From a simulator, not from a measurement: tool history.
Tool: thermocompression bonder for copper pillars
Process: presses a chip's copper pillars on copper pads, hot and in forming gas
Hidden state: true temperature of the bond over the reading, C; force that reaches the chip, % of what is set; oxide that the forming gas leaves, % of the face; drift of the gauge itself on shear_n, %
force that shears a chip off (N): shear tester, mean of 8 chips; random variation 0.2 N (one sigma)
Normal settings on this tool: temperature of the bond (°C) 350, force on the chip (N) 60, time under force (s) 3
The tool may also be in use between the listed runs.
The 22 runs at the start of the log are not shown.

run     day  temperature of the bond (°C)  force on the chip (N)  time under force (s)  hours of work since the heater was calibrated  hours of work since the force cell was calibrated  hours of work since the gas filter was changed  force that shears a chip off (N)
 23  17.254                           327                     39                     2                                             86                                                519                                              83                              19.8
 24  18.133                           323                     39                     2                                             94                                                527                                              91                              18.7
 25  18.796                           340                     38                     4                                            101                                                533                                              97                              31.2
 26  19.346                           340                     38                     4                                            106                                                539                                             103                              31.6
 27  20.133                           369                     54                     3                                            114                                                546                                             110                              54.6
 28  21.167                           324                     69                     3                                            123                                                556                                             120                              42.4
 29  21.679                           324                     69                     3                                            128                                                561                                             125                              42.5
 30  22.696                           321                     38                     5                                            138                                                571                                             135                              26.9
 31  23.754                           322                     76                     6                                            148                                                581                                             145                              58.2
 32  24.392                           322                     76                     6                                            154                                                587                                             151                              58.7
 33  25.429                           334                     60                     4                                            164                                                597                                             161                              46.6
 34  26.021                           379                     40                     3                                            170                                                603                                             167                              46.2
 35  26.767                           376                     39                     3                                            177                                                610                                             174                              43.7

Here are 4 independent what-if runs from the current tool condition. What would each one return?
  A  27.696                           376                     77                     3                                            186                                                619                                             183                                 ?
  B  27.696                           353                     60                     6                                            186                                                619                                             183                                 ?
  C  27.696                           347                     39                     3                                            186                                                619                                             183                                 ?
  D  27.696                           350                     44                     3                                            186                                                619                                             183                                 ?

run  force that shears a chip off (N)
  A                              78.0
  B                              65.7
  C                              31.4
  D                              36.9
What these runs would have given with no unlogged condition in the tool:
run  force that shears a chip off (N)
  A                              77.0
  B                              64.8
  C                              31.0
  D                              36.4
